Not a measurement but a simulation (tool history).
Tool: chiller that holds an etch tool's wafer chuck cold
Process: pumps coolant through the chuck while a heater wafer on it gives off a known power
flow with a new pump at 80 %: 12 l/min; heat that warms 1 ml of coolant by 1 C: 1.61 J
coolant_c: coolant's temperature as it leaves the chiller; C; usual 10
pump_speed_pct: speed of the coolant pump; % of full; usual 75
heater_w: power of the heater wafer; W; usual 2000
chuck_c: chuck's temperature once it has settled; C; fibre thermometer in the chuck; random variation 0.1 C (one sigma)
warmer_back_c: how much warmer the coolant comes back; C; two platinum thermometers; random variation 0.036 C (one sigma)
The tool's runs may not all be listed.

run,day,coolant_c,pump_speed_pct,heater_w,chuck_c,warmer_back_c
1,0.000,10,75,2000,30.4,7.60
2,3.308,10,75,2000,30.5,7.68
3,6.096,10,75,2000,30.6,7.67
4,8.712,10,75,2000,30.3,7.63
5,11.600,10,75,2000,30.8,7.65
6,15.417,10,67,2000,32.7,8.57
7,17.112,10,67,2000,32.9,8.65
8,19.712,10,67,2445,37.9,10.58
9,22.358,10,75,2000,31.2,7.79
10,25.262,10,75,2000,31.0,7.76
11,27.625,10,75,2000,31.2,7.80
12,31.733,10,75,1569,26.7,6.16
13,35.104,10,75,2000,31.4,7.87
# day 35.588: chiller's thermometer calibrated
14,37.696,10,61,2000,35.4,9.72
15,40.162,10,61,2000,35.7,9.79
16,42.679,10,61,2000,35.7,9.75
# day 43.625: coolant changed, channels flushed
17,45.946,10,61,2000,32.5,9.80
18,49.154,6,73,2000,25.6,8.16
19,52.596,6,73,2000,25.7,8.21
20,55.262,19,73,1182,30.6,4.90
21,58.696,19,75,2175,40.3,8.79
22,62.704,12,62,2000,34.8,9.69
23,66.404,10,95,1813,24.8,5.70
24,68.771,10,95,1478,22.2,4.63
25,71.938,10,95,1478,22.4,4.70
26,75.733,10,61,2000,33.5,10.11
27,78.038,10,61,2000,33.8,10.09
28,82.079,9,75,2170,30.8,8.97
29,83.883,2,89,1248,13.1,4.30
30,85.912,2,89,2829,27.3,9.81
31,88.192,2,89,2829,27.3,9.84

3 ways to go on from here, each from the tool as it stands after run 31. What would each give?
A,92.275,17,90,2040,?,?
B,92.275,10,75,1323,?,?
C,92.275,10,77,2000,?,?

run,chuck_c,warmer_back_c
A,35.2,7.04
B,23.4,5.52
C,30.3,8.13
Without the tool's hidden state the same runs would have given:
run,chuck_c,warmer_back_c
A,31.6,5.62
B,20.7,4.41
C,26.3,6.49
